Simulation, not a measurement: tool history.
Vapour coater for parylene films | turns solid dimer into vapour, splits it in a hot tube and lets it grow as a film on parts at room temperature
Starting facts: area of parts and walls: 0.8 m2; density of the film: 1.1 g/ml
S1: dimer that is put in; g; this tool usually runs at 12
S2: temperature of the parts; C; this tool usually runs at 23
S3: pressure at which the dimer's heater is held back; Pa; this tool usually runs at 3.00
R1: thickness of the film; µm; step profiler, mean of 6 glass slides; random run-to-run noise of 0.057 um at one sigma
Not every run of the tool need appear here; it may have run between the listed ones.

Run 1, hour 0.0: usual settings. Result: R1 8.53 µm.
Run 2, hour 17.8: usual settings. Result: R1 8.44 µm.
At hour 31.1: trap's valve overhauled.
Run 3, hour 39.1: usual settings. Result: R1 9.66 µm.
Run 4, hour 53.4: usual settings. Result: R1 9.47 µm.
Run 5, hour 70.2: usual settings. Result: R1 9.54 µm.
Run 6, hour 95.6: usual settings. Result: R1 9.48 µm.
Run 7, hour 121.4: usual settings. Result: R1 9.38 µm.
Run 8, hour 139.2: usual settings. Result: R1 9.38 µm.
Run 9, hour 157.9: usual settings. Result: R1 9.36 µm.
Run 10, hour 176.3: usual settings. Result: R1 9.34 µm.
Run 11, hour 191.8: usual settings. Result: R1 9.32 µm.
Run 12, hour 206.9: usual settings. Result: R1 9.19 µm.
Run 13, hour 218.3: usual settings. Result: R1 9.13 µm.
Run 14, hour 235.5: usual settings. Result: R1 9.09 µm.
Run 15, hour 260.2: usual settings. Result: R1 9.07 µm.
Run 16, hour 283.6: usual settings but S3 6.11 Pa. Result: R1 8.71 µm.
Run 17, hour 297.9: usual settings but S3 6.11 Pa. Result: R1 8.55 µm.
Run 18, hour 319.4: usual settings. Result: R1 8.90 µm.
Run 19, hour 334.1: usual settings. Result: R1 8.92 µm.
Run 20, hour 355.6: usual settings. Result: R1 8.86 µm.
Run 21, hour 370.1: usual settings. Result: R1 8.82 µm.
Run 22, hour 395.8: usual settings. Result: R1 8.86 µm.
Run 23, hour 422.5: usual settings. Result: R1 8.76 µm.
Run 24, hour 439.7: usual settings but S1 5 g. Result: R1 3.62 µm.
Run 25, hour 454.5: usual settings but S1 5 g. Result: R1 3.57 µm.
Run 26, hour 475.0: usual settings but S1 11 g, S2 18 C, S3 3.67 Pa. Result: R1 9.04 µm.
Run 27, hour 493.1: usual settings but S1 6 g, S2 25 C, S3 7.89 Pa. Result: R1 3.83 µm.
Run 28, hour 515.0: usual settings but S1 6 g, S2 25 C, S3 7.89 Pa. Result: R1 3.77 µm.
Run 29, hour 537.2: usual settings but S1 6 g, S2 25 C, S3 7.89 Pa. Result: R1 3.75 µm.
At hour 542.8: trap's valve overhauled.
Run 30, hour 553.4: usual settings but S1 6 g, S3 8.10 Pa. Result: R1 4.57 µm.
Run 31, hour 574.8: usual settings but S1 6 g, S3 8.10 Pa. Result: R1 4.52 µm.
Run 32, hour 594.2: usual settings but S3 6.19 Pa. Result: R1 9.03 µm.
Run 33, hour 620.5: usual settings but S1 18 g. Result: R1 14.02 µm.
Run 34, hour 634.4: usual settings but S1 18 g. Result: R1 14.01 µm.
Run 35, hour 659.1: usual settings but S1 7 g, S2 25 C, S3 7.82 Pa. Result: R1 4.89 µm.
Run 36, hour 685.7: usual settings but S1 7 g, S2 25 C, S3 7.82 Pa. Result: R1 4.86 µm.
Run 37, hour 710.8: usual settings but S1 6 g, S3 8.53 Pa. Result: R1 4.38 µm.
Run 38, hour 726.6: usual settings but S1 6 g, S3 8.53 Pa. Result: R1 4.35 µm.
Run 39, hour 744.7: usual settings but S1 10 g, S3 2.26 Pa. Result: R1 7.76 µm.
Run 40, hour 770.2: usual settings but S1 7 g, S2 31 C, S3 5.41 Pa. Result: R1 4.04 µm.
Run 41, hour 796.5: usual settings but S1 7 g, S2 26 C, S3 2.12 Pa. Result: R1 4.89 µm.
Run 42, hour 809.7: usual settings but S1 7 g, S2 26 C, S3 3.42 Pa. Result: R1 4.75 µm.
Run 43, hour 833.4: usual settings but S1 9 g, S2 34 C, S3 2.04 Pa. Result: R1 4.93 µm.
Run 44, hour 844.7: usual settings but S1 19 g, S2 16 C, S3 2.04 Pa. Result: R1 17.65 µm.
Run 45, hour 871.6: usual settings but S1 7 g, S2 25 C, S3 4.07 Pa. Result: R1 4.71 µm.
Run 46, hour 897.9: usual settings but S1 10 g, S2 20 C, S3 2.58 Pa. Result: R1 7.95 µm.
Run 47, hour 916.6: usual settings but S2 32 C, S3 8.10 Pa. Result: R1 6.41 µm.

The same runs without the tool's hidden state, with the same run-to-run variation:
The hidden state here: vapour lost through the trap's worn valve, %; true temperature of the parts over the reading, C; drift of the gauge itself on film_um, %.
run     R1
  1   9.86
  2   9.82
  3   9.86
  4   9.71
  5   9.82
  6   9.81
  7   9.78
  8   9.82
  9   9.84
 10   9.87
 11   9.90
 12   9.79
 13   9.76
 14   9.76
 15   9.80
 16   9.48
 17   9.33
 18   9.77
 19   9.82
 20   9.81
 21   9.81
 22   9.92
 23   9.89
 24   4.11
 25   4.06
 26  10.34
 27   4.40
 28   4.35
 29   4.36
 30   4.69
 31   4.66
 32   9.36
 33  14.63
 34  14.67
 35   5.15
 36   5.15
 37   4.68
 38   4.66
 39   8.35
 40   4.37
 41   5.33
 42   5.20
 43   5.42
 44  19.49
 45   5.24
 46   8.90
 47   7.21

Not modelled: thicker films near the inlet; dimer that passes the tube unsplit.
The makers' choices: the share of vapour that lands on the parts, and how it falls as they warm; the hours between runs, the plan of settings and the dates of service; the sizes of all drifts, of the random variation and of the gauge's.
